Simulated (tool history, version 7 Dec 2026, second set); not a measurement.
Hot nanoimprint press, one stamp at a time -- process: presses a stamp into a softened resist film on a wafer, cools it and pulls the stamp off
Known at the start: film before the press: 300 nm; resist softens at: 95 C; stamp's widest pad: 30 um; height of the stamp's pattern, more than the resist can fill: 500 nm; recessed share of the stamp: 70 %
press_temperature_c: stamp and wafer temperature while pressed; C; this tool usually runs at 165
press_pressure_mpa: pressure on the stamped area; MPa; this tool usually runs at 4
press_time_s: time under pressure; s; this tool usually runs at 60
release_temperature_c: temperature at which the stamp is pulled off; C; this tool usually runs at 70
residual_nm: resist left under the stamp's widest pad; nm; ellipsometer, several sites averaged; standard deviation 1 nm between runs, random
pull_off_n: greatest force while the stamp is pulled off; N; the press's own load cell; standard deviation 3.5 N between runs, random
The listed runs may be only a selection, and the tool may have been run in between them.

run	day	press_temperature_c	press_pressure_mpa	press_time_s	release_temperature_c	residual_nm	pull_off_n
1	0	165	4	60	70	169.2	181
2	1.325	165	5.23	60	70	147.9	184
3	2.629	165	5.23	60	70	147	188
4	4.908	165	5.23	60	70	149.9	195
5	5.983	165	4	46	70	183.5	192
# day 6.754: stamp cleaned and given a new release coat
6	8.092	165	4	46	70	183	169
7	10.492	165	4	67	71	165.7	166
8	11.979	163	4	62	62	179.7	207
9	14.325	169	4	119	73	122.3	172
10	15.954	160	4	119	72	157.6	175
# day 16.512: plate thermocouple calibrated
11	17.846	176	4.1	88	76	106.3	168

Predict the results of run 12:
# day 19.158: stamp cleaned and given a new release coat
12	19.158	176	4.1	88	76	?	?

residual_nm: 107.1 nm
pull_off_n: 151 N
With no hidden state in the tool, this same run would have given residual_nm 104.9 nm, pull_off_n 151 N.
